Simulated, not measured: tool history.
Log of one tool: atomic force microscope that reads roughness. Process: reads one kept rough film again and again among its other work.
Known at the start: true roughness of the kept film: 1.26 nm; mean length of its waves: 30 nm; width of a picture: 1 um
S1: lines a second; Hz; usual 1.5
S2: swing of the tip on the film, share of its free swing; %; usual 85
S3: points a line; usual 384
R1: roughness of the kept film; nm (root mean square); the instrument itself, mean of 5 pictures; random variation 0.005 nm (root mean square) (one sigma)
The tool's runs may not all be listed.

run   hour    S1  S2   S3     R1
  1      0   1.5  85  384  1.078
  2   11.5   1.5  85  384  1.063
  3   31.4   1.5  85  384  1.057
  4     49   1.5  85  384  1.055
  5   75.1   1.5  85  384  1.048
  6  100.8   1.5  85  384  1.045
  7    126   1.5  85  384  1.043
  8  147.1   1.5  63  384  1.116
  9  164.2   3.4  63  384  1.058
 10    190   3.4  63  384  1.053
 11  207.2   3.4  63  384  1.047
 12  226.2   3.4  63  384  1.035
 13  247.5   3.4  63  384  1.035
 14  271.3   3.4  63  384   1.03
 15  284.4   3.4  63  384  1.023
 16  302.7  1.76  85  384  0.967
     325.4  -- new tip fitted
 17  326.5  1.76  85  384  1.062
 18  350.5  2.33  81  967  1.048
     353.2  -- height scale calibrated on a step standard
 19  374.4  1.07  85  946  1.114
 20  386.1  2.09  85  583  1.026
 21  402.5   1.5  57  654  1.171
 22  414.7   1.5  57  654  1.154
 23  427.1  2.46  83  263  0.991
 24  438.9  2.81  61  914  1.123
     446.1  -- height scale calibrated on a step standard, once more
 25  452.2  3.35  79  936  0.951
 26  478.5  3.35  79  936  0.959
 27  490.4  1.21  56  526  1.127
 28  506.6  1.19  56  277  1.114

Forecast each of these 4 alternatives for the next run:
  A   528  0.63  90  403   ?
  B   528  2.77  66  466   ?
  C   528  2.72  64  807   ?
  D   528  1.14  70  346   ?

run     R1
  A  1.067
  B  1.043
  C  1.059
  D  1.083
Without the tool's hidden state the same runs would have given:
run     R1
  A  1.132
  B  1.106
  C  1.122
  D  1.148
